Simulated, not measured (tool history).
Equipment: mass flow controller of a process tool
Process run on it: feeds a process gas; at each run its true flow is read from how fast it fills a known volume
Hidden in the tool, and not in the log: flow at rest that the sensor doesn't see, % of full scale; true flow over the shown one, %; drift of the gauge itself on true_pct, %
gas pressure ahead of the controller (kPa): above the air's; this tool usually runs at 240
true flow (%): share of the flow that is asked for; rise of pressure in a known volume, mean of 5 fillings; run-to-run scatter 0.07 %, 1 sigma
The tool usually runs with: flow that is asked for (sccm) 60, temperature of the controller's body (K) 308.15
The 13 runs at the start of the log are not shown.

run,day,flow that is asked for (sccm),gas pressure ahead of the controller (kPa),temperature of the controller's body (K),hours of work since the controller was set to zero,hours of work since the controller was changed,true flow (%)
14,64.475,60,182,308.15,920,920,98.34
15,68.896,60,182,303.15,968,968,98.57
16,75.429,60,240,308.15,1038,1038,98.46
17,79.762,26,187,305.15,1085,1085,97.84
18,82.6,80,147,311.15,1116,1116,98.14
19,89.642,80,147,311.15,1193,1193,98.14
20,94.608,80,147,311.15,1246,1246,97.96
21,99.083,60,240,310.15,1295,1295,98.16
22,103.983,60,240,310.15,1348,1348,98.19
23,107.704,60,271,308.15,1388,1388,98.48
24,114.683,60,271,308.15,1464,1464,98.27
25,120.442,175,190,308.15,1526,1526,98.75
26,125.767,60,175,312.15,1584,1584,97.68
27,129.95,60,175,312.15,1630,1630,97.72
28,134,23,196,312.15,1674,1674,96.87
29,140.538,60,197,306.15,1744,1744,97.98
30,143.946,85,168,299.15,1781,1781,98.45
31,150.646,91,206,308.15,1854,1854,98.3

Predict each of these 4 candidate next runs independently; none follows another, all start after run 31:
A,155.121,80,240,305.15,1903,1903,?
B,155.121,118,143,307.15,1903,1903,?
C,155.121,91,206,293.15,1903,1903,?
D,155.121,60,208,308.15,1903,1903,?

run,true flow (%)
A,98.37
B,98.06
C,98.82
D,97.9
Take away the tool's hidden state, keep each run's random variation, and the runs would have read:
run,true flow (%)
A,99.37
B,98.93
C,99.77
D,99.03
